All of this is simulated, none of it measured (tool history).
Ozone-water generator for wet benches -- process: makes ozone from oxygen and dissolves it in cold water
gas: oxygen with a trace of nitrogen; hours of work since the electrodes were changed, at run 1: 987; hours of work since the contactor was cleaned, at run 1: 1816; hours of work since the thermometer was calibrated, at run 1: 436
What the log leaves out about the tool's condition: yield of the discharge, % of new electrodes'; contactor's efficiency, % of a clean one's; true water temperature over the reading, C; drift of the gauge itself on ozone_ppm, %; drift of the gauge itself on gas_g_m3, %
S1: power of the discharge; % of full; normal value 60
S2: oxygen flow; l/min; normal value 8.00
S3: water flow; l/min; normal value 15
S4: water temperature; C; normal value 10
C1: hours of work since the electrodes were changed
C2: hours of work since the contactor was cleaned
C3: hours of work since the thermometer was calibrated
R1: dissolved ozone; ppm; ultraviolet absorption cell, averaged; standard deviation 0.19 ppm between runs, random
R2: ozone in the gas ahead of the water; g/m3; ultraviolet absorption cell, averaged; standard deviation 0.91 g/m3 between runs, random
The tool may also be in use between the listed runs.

run    hour  S1     S2  S3  S4    C1    C2    C3    R1     R2
  1     0.0  60   8.00  15  10   987  1816   436  26.7  152.7
  2    81.5  60   8.00  15  10  1063  1893   512  26.0  151.2
  3   186.2  60   8.00  15   5  1162  1992   611  28.7  152.5
  4   296.0  81   8.00  15   5  1265  2095   714  33.5  176.4
  5   359.1  81   8.00  15   5  1324  2154   774  33.5  176.7
  6   434.6  81   8.00  15   5  1395  2225   845  33.4  176.0
  7   520.8  60   8.00  15  10  1477  2306   926  26.2  150.3
  8   593.7  60   8.00  15  10  1545  2375   994  26.4  150.2
  9   710.7  60   8.00  15  10  1655  2485  1104  26.1  148.9
 10   784.2  60   8.00  15  10  1724  2554  1174  26.2  148.8
 11   877.5  60   5.12  15  10  1812  2642  1261  27.5  194.7
 12   956.5  60   5.12  15  10  1886  2716  1336  27.0  193.6
 13  1043.8  60   8.00  15  10  1969  2798  1418  26.1  150.1
     1059.8  -- contactor cleaned
 14  1108.0  60   8.00  15  10  2025    45  1474  25.7  150.9
 15  1171.8  60   8.00  15  10  2085   105  1534  25.7  150.0
 16  1234.3  60   8.00  15  10  2144   164  1593  25.6  151.5
 17  1315.7  60   8.00  15  10  2221   241  1670  25.3  149.2
 18  1405.8  61   7.87  23  10  2305   326  1755  19.2  151.8
 19  1482.2  61   7.87  23  10  2377   397  1826  19.3  151.6
 20  1586.3  61   7.87  23  10  2475   495  1924  19.1  150.3
     1631.9  -- contactor cleaned, once more
 21  1643.1  61  12.63  23  10  2525    10  1974  18.6  116.1
 22  1742.3  41   8.00  15  10  2618   104  2067  21.7  123.0
 23  1801.4  41   8.00  18   5  2674   159  2123  20.6  123.1
 24  1886.2  41   8.00  18   5  2754   239  2203  20.9  122.6
 25  1989.0  41   4.24  18   5  2850   336  2299  20.0  177.7
 26  2088.8  64   4.24  18   6  2944   430  2393  25.1  220.9
 27  2213.0  44   5.87  15   6  3061   547  2510  24.0  150.7
 28  2324.9  48  11.30  15  11  3166   652  2615  21.2  107.4
 29  2396.0  48  11.30  15  11  3233   719  2682  21.4  108.8
 30  2460.6  48  11.30  15  11  3294   780  2743  21.1  108.7
 31  2565.4  48  11.30  15  11  3393   878  2842  21.1  108.6
 32  2673.3  48  11.30  10  11  3494   980  2943  25.8  108.5

Measured minus without-hidden-state, run by run (identical run-to-run variation in each term; gauge scatter may differ):
run    R1    R2
  1  -0.6  -1.1
  2  -0.6  -1.3
  3  -0.7  -1.5
  4  -1.1  -2.2
  5  -1.0  -2.3
  6  -1.1  -2.4
  7  -0.9  -2.0
  8  -0.9  -2.1
  9  -0.9  -2.3
 10  -1.0  -2.4
 11  -1.1  -3.3
 12  -1.2  -3.5
 13  -1.2  -2.9
 14  -1.4  -3.0
 15  -1.4  -3.1
 16  -1.4  -3.2
 17  -1.5  -3.3
 18  -1.3  -3.6
 19  -1.3  -3.7
 20  -1.3  -3.8
 21  -0.6  -3.0
 22  -0.7  -2.6
 23  -0.7  -2.7
 24  -0.7  -2.8
 25  -0.7  -4.2
 26  -1.0  -7.2
 27  -1.0  -4.1
 28  -0.9  -3.3
 29  -0.9  -3.3
 30  -0.9  -3.4
 31  -1.0  -3.5
 32  -1.3  -3.7
